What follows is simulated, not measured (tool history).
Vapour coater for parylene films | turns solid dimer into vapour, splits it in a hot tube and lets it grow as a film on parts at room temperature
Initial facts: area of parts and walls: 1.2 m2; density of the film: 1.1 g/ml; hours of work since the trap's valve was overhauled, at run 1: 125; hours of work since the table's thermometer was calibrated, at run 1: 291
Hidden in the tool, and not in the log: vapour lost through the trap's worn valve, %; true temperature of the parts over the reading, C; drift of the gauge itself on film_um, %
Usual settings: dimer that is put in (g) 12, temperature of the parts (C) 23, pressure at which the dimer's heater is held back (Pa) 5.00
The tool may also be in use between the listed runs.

run    day  dimer that is put in (g)  temperature of the parts (C)  pressure at which the dimer's heater is held back (Pa)  hours of work since the trap's valve was overhauled  hours of work since the table's thermometer was calibrated  thickness of the film (um)
  1  0.000                        12                            23                                                    5.00                                                  125                                                         291                        6.37
  2  0.646                        12                            23                                                    5.00                                                  137                                                         303                        6.29
  3  1.283                        12                            23                                                    5.00                                                  148                                                         314                        6.28
  4  1.692                        12                            23                                                    5.00                                                  156                                                         322                        6.25
  5  2.479                        13                            23                                                    5.00                                                  170                                                         336                        6.79
  6  3.021                         6                            23                                                    5.00                                                  180                                                         345                        3.07
  7  3.667                         6                            23                                                    5.00                                                  191                                                         357                        3.08
  8  4.462                         6                            23                                                    5.00                                                  205                                                         371                        3.10
  9  4.908                        12                            23                                                    5.00                                                  213                                                         379                        6.14
 10  5.246                        12                            23                                                    5.00                                                  219                                                         385                        6.16
 11  5.717                        12                            23                                                    5.00                                                  228                                                         394                        6.16
 12  6.346                        12                            23                                                    5.00                                                  239                                                         405                        6.07
 13  6.854                        12                            35                                                    5.22                                                  248                                                         414                        4.18
 14  7.188                        12                            35                                                    5.22                                                  254                                                         420                        4.17

Estimate the outcome of run 15 from the log above:
 15  7.829                        12                            23                                                    6.37                                                  266                                                         432                           ?

thickness of the film (um): 5.79
On a tool with no hidden condition, and with the same random variation, this run would have come out at thickness of the film (um) 6.27.

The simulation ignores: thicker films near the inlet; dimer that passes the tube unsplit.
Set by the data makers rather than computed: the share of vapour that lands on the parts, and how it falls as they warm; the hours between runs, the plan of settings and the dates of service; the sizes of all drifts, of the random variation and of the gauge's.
